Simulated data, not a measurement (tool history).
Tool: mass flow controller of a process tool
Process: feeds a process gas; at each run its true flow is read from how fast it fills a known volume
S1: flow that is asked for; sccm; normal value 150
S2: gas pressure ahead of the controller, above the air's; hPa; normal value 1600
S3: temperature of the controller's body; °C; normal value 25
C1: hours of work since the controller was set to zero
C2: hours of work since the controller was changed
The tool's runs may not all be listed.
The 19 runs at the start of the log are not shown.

{"run": 20, "hour": 3719.2, "S1": 74, "S2": 1600, "S3": 25, "C1": 1443, "C2": 7854, "true flow (%)": 102.04}
{"run": 21, "hour": 3954.4, "S1": 74, "S2": 1600, "S3": 25, "C1": 1615, "C2": 8025, "true flow (%)": 102.13}
{"run": 22, "hour": 4253.7, "S1": 74, "S2": 1600, "S3": 32, "C1": 1833, "C2": 8244, "true flow (%)": 102.97}
{"run": 23, "hour": 4448.9, "S1": 87, "S2": 2320, "S3": 40, "C1": 1976, "C2": 8387, "true flow (%)": 103.47}
{"run": 24, "hour": 4686.0, "S1": 87, "S2": 2320, "S3": 40, "C1": 2149, "C2": 8560, "true flow (%)": 103.58}
{"run": 25, "hour": 4807.4, "S1": 87, "S2": 2320, "S3": 40, "C1": 2238, "C2": 8649, "true flow (%)": 103.49}
{"run": 26, "hour": 5013.9, "S1": 334, "S2": 1530, "S3": 27, "C1": 2389, "C2": 8800, "true flow (%)": 101.85}
{"run": 27, "hour": 5277.1, "S1": 144, "S2": 2310, "S3": 25, "C1": 2581, "C2": 8992, "true flow (%)": 101.85}
{"run": 28, "hour": 5513.3, "S1": 144, "S2": 2310, "S3": 25, "C1": 2754, "C2": 9164, "true flow (%)": 101.83}
{"run": 29, "hour": 5773.2, "S1": 144, "S2": 2520, "S3": 26, "C1": 2944, "C2": 9354, "true flow (%)": 102.01}
{"run": 30, "hour": 6027.1, "S1": 144, "S2": 2520, "S3": 30, "C1": 3129, "C2": 9540, "true flow (%)": 102.47}
{"run": 31, "hour": 6311.2, "S1": 144, "S2": 2520, "S3": 28, "C1": 3337, "C2": 9747, "true flow (%)": 102.31}
{"run": 32, "hour": 6473.7, "S1": 144, "S2": 2520, "S3": 28, "C1": 3456, "C2": 9866, "true flow (%)": 102.28}
{"run": 33, "hour": 6728.2, "S1": 443, "S2": 1600, "S3": 27, "C1": 3642, "C2": 10052, "true flow (%)": 102.19}
{"run": 34, "hour": 6930.5, "S1": 443, "S2": 1600, "S3": 27, "C1": 3789, "C2": 10200, "true flow (%)": 102.26}
{"run": 35, "hour": 7073.7, "S1": 443, "S2": 1600, "S3": 27, "C1": 3894, "C2": 10305, "true flow (%)": 102.4}
{"run": 36, "hour": 7309.0, "S1": 171, "S2": 2800, "S3": 37, "C1": 4066, "C2": 10477, "true flow (%)": 103.21}
{"run": 37, "hour": 7431.3, "S1": 171, "S2": 2800, "S3": 37, "C1": 4155, "C2": 10566, "true flow (%)": 103.28}
{"run": 38, "hour": 7642.1, "S1": 171, "S2": 1450, "S3": 33, "C1": 4309, "C2": 10720, "true flow (%)": 103.52}
{"run": 39, "hour": 7768.1, "S1": 171, "S2": 1450, "S3": 33, "C1": 4401, "C2": 10812, "true flow (%)": 103.4}

Each row is a separate what-if for the run after 39, all from the same tool condition, not one after another. Results?
{"run": "A", "hour": 7943.5, "S1": 150, "S2": 2410, "S3": 36, "C1": 4529, "C2": 10940, "true flow (%)": "?"}
{"run": "B", "hour": 7943.5, "S1": 171, "S2": 1450, "S3": 38, "C1": 4529, "C2": 10940, "true flow (%)": "?"}
{"run": "C", "hour": 7943.5, "S1": 80, "S2": 1570, "S3": 23, "C1": 4529, "C2": 10940, "true flow (%)": "?"}
{"run": "D", "hour": 7943.5, "S1": 171, "S2": 2360, "S3": 33, "C1": 4529, "C2": 10940, "true flow (%)": "?"}
{"run": "E", "hour": 7943.5, "S1": 90, "S2": 1600, "S3": 27, "C1": 4529, "C2": 10940, "true flow (%)": "?"}

run=A true_flow_(%)=103.50
run=B true_flow_(%)=104.18
run=C true_flow_(%)=103.46
run=D true_flow_(%)=103.19
run=E true_flow_(%)=103.80
With the hidden condition removed and each run's random variation left untouched, the same runs would have given:
run=A true_flow_(%)=100.63
run=B true_flow_(%)=101.44
run=C true_flow_(%)=99.63
run=D true_flow_(%)=100.45
run=E true_flow_(%)=100.19
